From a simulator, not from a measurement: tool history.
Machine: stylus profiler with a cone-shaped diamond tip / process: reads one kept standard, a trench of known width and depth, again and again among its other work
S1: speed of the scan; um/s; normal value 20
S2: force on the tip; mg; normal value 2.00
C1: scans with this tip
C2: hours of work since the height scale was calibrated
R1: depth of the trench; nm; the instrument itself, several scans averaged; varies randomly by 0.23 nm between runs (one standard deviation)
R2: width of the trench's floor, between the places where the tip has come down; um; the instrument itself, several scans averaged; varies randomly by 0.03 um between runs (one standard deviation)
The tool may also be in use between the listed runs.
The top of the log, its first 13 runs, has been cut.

{"run": 14, "hour": 1210.1, "S1": 5, "S2": 5.23, "C1": 4727, "C2": 424, "R1": 1026.43, "R2": 42.87}
{"run": 15, "hour": 1280.5, "S1": 5, "S2": 5.23, "C1": 5180, "C2": 465, "R1": 1026.04, "R2": 42.8}
{"run": 16, "hour": 1391.3, "S1": 5, "S2": 5.23, "C1": 5894, "C2": 528, "R1": 1025.84, "R2": 42.58}
{"run": 17, "hour": 1495.8, "S1": 5, "S2": 5.23, "C1": 6566, "C2": 589, "R1": 1025.56, "R2": 42.45}
{"run": 18, "hour": 1593.8, "S1": 15, "S2": 1.12, "C1": 7197, "C2": 645, "R1": 1007.68, "R2": 42.28}
{"run": 19, "hour": 1717.8, "S1": 15, "S2": 1.12, "C1": 7996, "C2": 717, "R1": 1007.14, "R2": 42.07}
{"run": 20, "hour": 1776.0, "S1": 8, "S2": 5.63, "C1": 8370, "C2": 751, "R1": 1026.45, "R2": 42.09}
{"run": 21, "hour": 1869.3, "S1": 8, "S2": 5.63, "C1": 8971, "C2": 804, "R1": 1026.35, "R2": 41.94}
{"run": 22, "hour": 1930.1, "S1": 12, "S2": 3.4, "C1": 9362, "C2": 840, "R1": 1018.13, "R2": 41.88}
{"hour": 1939.6, "done": "height scale calibrated on a step standard"}
{"run": 23, "hour": 2017.1, "S1": 23, "S2": 1.0, "C1": 9920, "C2": 45, "R1": 1004.57, "R2": 41.59}
{"run": 24, "hour": 2088.1, "S1": 23, "S2": 1.0, "C1": 10377, "C2": 86, "R1": 1004.57, "R2": 41.48}
{"run": 25, "hour": 2203.6, "S1": 23, "S2": 1.0, "C1": 11120, "C2": 152, "R1": 1003.92, "R2": 41.4}
{"run": 26, "hour": 2326.8, "S1": 43, "S2": 4.75, "C1": 11914, "C2": 224, "R1": 1020.93, "R2": 41.2}
{"run": 27, "hour": 2378.3, "S1": 43, "S2": 4.75, "C1": 12245, "C2": 253, "R1": 1021.26, "R2": 41.15}
{"run": 28, "hour": 2490.2, "S1": 57, "S2": 3.47, "C1": 12965, "C2": 318, "R1": 1015.65, "R2": 40.96}
{"hour": 2524.9, "done": "height scale calibrated on a step standard, once more"}
{"run": 29, "hour": 2567.3, "S1": 57, "S2": 3.47, "C1": 13458, "C2": 24, "R1": 1020.94, "R2": 40.92}
{"run": 30, "hour": 2630.1, "S1": 57, "S2": 3.47, "C1": 13863, "C2": 61, "R1": 1021.2, "R2": 40.8}
{"run": 31, "hour": 2735.1, "S1": 57, "S2": 3.47, "C1": 14538, "C2": 121, "R1": 1021.0, "R2": 40.66}
{"run": 32, "hour": 2803.3, "S1": 57, "S2": 3.47, "C1": 14978, "C2": 161, "R1": 1021.0, "R2": 40.61}
{"run": 33, "hour": 2897.4, "S1": 38, "S2": 5.52, "C1": 15584, "C2": 215, "R1": 1028.22, "R2": 40.52}
{"run": 34, "hour": 3000.1, "S1": 31, "S2": 1.38, "C1": 16245, "C2": 274, "R1": 1010.93, "R2": 40.37}

5 options for the next run, each taken on its own from the tool as it stands now. Forecast them:
{"run": "A", "hour": 3089.8, "S1": 9, "S2": 1.28, "C1": 16822, "C2": 326, "R1": "?", "R2": "?"}
{"run": "B", "hour": 3089.8, "S1": 13, "S2": 1.55, "C1": 16822, "C2": 326, "R1": "?", "R2": "?"}
{"run": "C", "hour": 3089.8, "S1": 45, "S2": 1.38, "C1": 16822, "C2": 326, "R1": "?", "R2": "?"}
{"run": "D", "hour": 3089.8, "S1": 19, "S2": 0.98, "C1": 16822, "C2": 326, "R1": "?", "R2": "?"}
{"run": "E", "hour": 3089.8, "S1": 7, "S2": 2.53, "C1": 16822, "C2": 326, "R1": "?", "R2": "?"}

run=A R1=1009.65 R2=40.43
run=B R1=1011.31 R2=40.36
run=C R1=1010.19 R2=40.25
run=D R1=1007.62 R2=40.31
run=E R1=1016.34 R2=40.40
What these runs would have given with no unlogged condition in the tool:
run=A R1=1010.69 R2=44.00
run=B R1=1012.35 R2=43.93
run=C R1=1011.23 R2=43.83
run=D R1=1008.66 R2=43.88
run=E R1=1017.38 R2=43.98
